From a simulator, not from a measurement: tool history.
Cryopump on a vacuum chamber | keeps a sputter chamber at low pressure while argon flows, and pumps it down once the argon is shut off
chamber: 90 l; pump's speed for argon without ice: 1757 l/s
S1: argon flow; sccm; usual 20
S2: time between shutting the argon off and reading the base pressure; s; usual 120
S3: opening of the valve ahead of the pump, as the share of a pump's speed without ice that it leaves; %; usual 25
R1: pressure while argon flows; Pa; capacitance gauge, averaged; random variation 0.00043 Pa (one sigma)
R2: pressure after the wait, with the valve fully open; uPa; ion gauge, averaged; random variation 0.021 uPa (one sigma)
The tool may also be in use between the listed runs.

| run | hour | S1 | S2 | S3 | R1 | R2 |
|---|---|---|---|---|---|---|
| 1 | 0 | 20 | 120 | 25 | 0.0788 | 0.63 |
| 2 | 12.7 | 20 | 120 | 19 | 0.1043 | 0.59 |
| 3 | 22.8 | 20 | 120 | 19 | 0.1035 | 0.63 |
| 4 | 36.9 | 27 | 120 | 25 | 0.1067 | 0.59 |
| 5 | 45.1 | 27 | 120 | 25 | 0.1071 | 0.61 |
| 6 | 64.6 | 20 | 127 | 25 | 0.0791 | 0.59 |
| 7 | 82.5 | 20 | 127 | 25 | 0.0794 | 0.64 |
| 8 | 91.2 | 20 | 120 | 25 | 0.0795 | 0.65 |
| 9 | 103.8 | 20 | 120 | 25 | 0.0802 | 0.65 |
| 10 | 117.6 | 20 | 120 | 16 | 0.1227 | 0.65 |
| 11 | 135.8 | 20 | 120 | 16 | 0.1233 | 0.67 |
| 12 | 153.8 | 20 | 120 | 16 | 0.1225 | 0.68 |
| 13 | 172 | 20 | 120 | 16 | 0.1222 | 0.68 |
| 14 | 180.3 | 20 | 120 | 16 | 0.1238 | 0.7 |
| 15 | 195.9 | 20 | 120 | 25 | 0.08 | 0.71 |
| 16 | 207.5 | 20 | 120 | 25 | 0.08 | 0.68 |
| 17 | 220.7 | 20 | 120 | 35 | 0.0579 | 0.71 |
| 18 | 233.1 | 20 | 35 | 17 | 0.1168 | 1.08 |
| 19 | 251.6 | 20 | 35 | 17 | 0.1168 | 1.09 |
| 20 | 266.1 | 20 | 35 | 17 | 0.1168 | 1.08 |
| 21 | 279.2 | 20 | 35 | 17 | 0.1162 | 1.12 |
| 22 | 298.3 | 25 | 39 | 21 | 0.1181 | 1.08 |
| 23 | 309.5 | 25 | 28 | 45 | 0.057 | 1.28 |
| 24 | 327.9 | 31 | 29 | 25 | 0.1247 | 1.28 |
| 25 | 339.4 | 31 | 159 | 17 | 0.1805 | 0.76 |
| 26 | 358.6 | 31 | 159 | 17 | 0.1812 | 0.72 |
| 27 | 377 | 21 | 31 | 42 | 0.0521 | 1.23 |
| 28 | 390.9 | 21 | 31 | 42 | 0.0524 | 1.23 |
| 29 | 404.8 | 21 | 31 | 42 | 0.051 | 1.28 |
| 30 | 422.2 | 27 | 292 | 58 | 0.0501 | 0.73 |
| 31 | 432.5 | 27 | 292 | 58 | 0.0503 | 0.74 |
| 32 | 443 | 20 | 36 | 25 | 0.0812 | 1.15 |
| 33 | 455.5 | 12 | 45 | 19 | 0.0624 | 1.11 |

Forecast each of these 5 alternatives for the next run:
| A | 474.4 | 20 | 186 | 25 | ? | ? |
| B | 474.4 | 31 | 64 | 30 | ? | ? |
| C | 474.4 | 10 | 249 | 49 | ? | ? |
| D | 474.4 | 9 | 125 | 24 | ? | ? |
| E | 474.4 | 32 | 118 | 33 | ? | ? |

| run | R1 | R2 |
|---|---|---|
| A | 0.0806 | 0.77 |
| B | 0.1049 | 0.97 |
| C | 0.0218 | 0.78 |
| D | 0.0384 | 0.88 |
| E | 0.0999 | 0.88 |
Without the tool's hidden state the same runs would have given:
| run | R1 | R2 |
|---|---|---|
| A | 0.0767 | 0.26 |
| B | 0.0989 | 0.45 |
| C | 0.0199 | 0.25 |
| D | 0.0367 | 0.36 |
| E | 0.0937 | 0.35 |

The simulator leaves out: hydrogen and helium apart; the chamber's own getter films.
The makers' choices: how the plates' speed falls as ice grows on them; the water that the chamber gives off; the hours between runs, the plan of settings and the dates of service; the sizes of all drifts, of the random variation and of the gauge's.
